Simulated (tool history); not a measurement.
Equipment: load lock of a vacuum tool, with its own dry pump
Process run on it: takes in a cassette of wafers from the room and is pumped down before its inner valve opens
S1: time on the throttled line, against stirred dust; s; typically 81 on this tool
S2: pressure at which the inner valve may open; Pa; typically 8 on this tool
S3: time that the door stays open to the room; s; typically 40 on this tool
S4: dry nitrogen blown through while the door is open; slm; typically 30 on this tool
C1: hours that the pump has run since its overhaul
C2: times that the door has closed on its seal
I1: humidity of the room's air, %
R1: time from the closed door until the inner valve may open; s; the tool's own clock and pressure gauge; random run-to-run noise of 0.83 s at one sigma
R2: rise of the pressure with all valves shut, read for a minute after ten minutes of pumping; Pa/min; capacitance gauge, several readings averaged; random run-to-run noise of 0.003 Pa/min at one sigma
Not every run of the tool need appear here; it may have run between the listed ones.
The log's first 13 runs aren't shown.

Run 14, hour 915.6: usual settings; C1 2250; C2 14985; I1 44.9. Result: R1 133.1 s, R2 0.082 Pa/min.
Run 15, hour 1001.6: usual settings but S4 6 slm; C1 2336; C2 15385; I1 47.8. Result: R1 134.8 s, R2 0.106 Pa/min.
Run 16, hour 1064.2: usual settings but S2 6 Pa; C1 2398; C2 15676; I1 46.4. Result: R1 136.3 s, R2 0.081 Pa/min.
Run 17, hour 1156.2: usual settings but S3 33 s; C1 2490; C2 16104; I1 44.8. Result: R1 132.9 s, R2 0.081 Pa/min.
Run 18, hour 1237.7: usual settings but S2 9 Pa, S3 33 s; C1 2572; C2 16483; I1 42.6. Result: R1 132.6 s, R2 0.081 Pa/min.
Run 19, hour 1281.1: usual settings but S1 135 s, S2 9 Pa, S3 33 s; C1 2615; C2 16684; I1 45.6. Result: R1 174.2 s, R2 0.091 Pa/min.
Run 20, hour 1325.6: usual settings but S2 11 Pa; C1 2660; C2 16891; I1 46.9. Result: R1 132 s, R2 0.094 Pa/min.
Run 21, hour 1384.7: usual settings but S2 9 Pa, S3 224 s; C1 2719; C2 17166; I1 42.6. Result: R1 132.6 s, R2 0.143 Pa/min.
Run 22, hour 1429.8: usual settings but S1 155 s, S2 7 Pa, S3 48 s, S4 5 slm; C1 2764; C2 17376; I1 43. Result: R1 193.4 s, R2 0.117 Pa/min.
Run 23, hour 1531.4: usual settings but S1 59 s, S3 57 s; C1 2866; C2 17848; I1 46.1. Result: R1 116.7 s, R2 0.105 Pa/min.
Run 24, hour 1603.5: usual settings but S1 155 s, S2 11 Pa; C1 2938; C2 18184; I1 44.9. Result: R1 188.9 s, R2 0.098 Pa/min.
Run 25, hour 1661: usual settings but S1 155 s, S2 11 Pa; C1 2995; C2 18451; I1 45.2. Result: R1 190.2 s, R2 0.1 Pa/min.
Run 26, hour 1739.5: usual settings but S1 155 s, S2 11 Pa; C1 3074; C2 18816; I1 47.2. Result: R1 191.2 s, R2 0.108 Pa/min.
Run 27, hour 1788.8: usual settings but S1 109 s, S4 16 slm; C1 3123; C2 19045; I1 44.8. Result: R1 157.8 s, R2 0.108 Pa/min.
Run 28, hour 1857: usual settings but S1 63 s, S2 11 Pa, S4 16 slm; C1 3191; C2 19363; I1 44.3. Result: R1 117.4 s, R2 0.11 Pa/min.
Run 29, hour 1908.8: usual settings but S1 71 s, S3 239 s, S4 13 slm; C1 3243; C2 19603; I1 42.5. Result: R1 124.8 s, R2 0.183 Pa/min.
Run 30, hour 1995.5: usual settings but S1 71 s, S3 239 s, S4 13 slm; C1 3330; C2 20006; I1 44. Result: R1 127.5 s, R2 0.191 Pa/min.
Run 31, hour 2066.3: usual settings but S1 117 s, S2 13 Pa; C1 3400; C2 20336; I1 49. Result: R1 157.9 s, R2 0.114 Pa/min.
Run 32, hour 2158.8: usual settings but S1 117 s, S2 13 Pa; C1 3493; C2 20766; I1 45.5. Result: R1 159.5 s, R2 0.114 Pa/min.
Run 33, hour 2225.1: usual settings but S3 212 s, S4 15 slm; C1 3559; C2 21074; I1 44.8. Result: R1 133.6 s, R2 0.19 Pa/min.
Run 34, hour 2314.1: usual settings but S1 73 s, S2 15 Pa, S3 123 s, S4 11 slm; C1 3648; C2 21488; I1 45.4. Result: R1 122.2 s, R2 0.163 Pa/min.
Run 35, hour 2402.3: usual settings but S1 73 s, S2 15 Pa, S3 123 s, S4 11 slm; C1 3736; C2 21898; I1 42.7. Result: R1 123.6 s, R2 0.16 Pa/min.
Run 36, hour 2495.4: usual settings but S1 43 s, S2 15 Pa, S3 33 s, S4 10 slm; C1 3830; C2 22331; I1 46.3. Result: R1 100.1 s, R2 0.129 Pa/min.
Run 37, hour 2554.9: usual settings but S1 72 s, S2 6 Pa, S3 193 s, S4 16 slm; C1 3889; C2 22608; I1 44.6. Result: R1 132 s, R2 0.185 Pa/min.

Below are 4 alternative next runs, each starting from the tool's condition after run 37. Predict each:
Run A, hour 2620.4: usual settings but S1 44 s, S2 10 Pa, S3 147 s, S4 16 slm; C1 3955; C2 22912; I1 44.8. Result: R1 ?, R2 ?.
Run B, hour 2620.4: usual settings but S2 9 Pa, S3 35 s, S4 15 slm; C1 3955; C2 22912; I1 43.8. Result: R1 ?, R2 ?.
Run C, hour 2620.4: usual settings but S1 72 s, S2 7 Pa, S3 28 s, S4 22 slm; C1 3955; C2 22912; I1 45.9. Result: R1 ?, R2 ?.
Run D, hour 2620.4: usual settings but S1 65 s, S4 31 slm; C1 3955; C2 22912; I1 44.5. Result: R1 ?, R2 ?.

run     R1     R2
  A  103.8  0.177
  B  132.9  0.134
  C  129.8  0.127
  D    123   0.12
Stripped of hidden state, with their random variation kept, the same runs would have yielded:
run     R1     R2
  A   97.3  0.079
  B  127.1  0.037
  C  123.6  0.029
  D  116.9  0.024
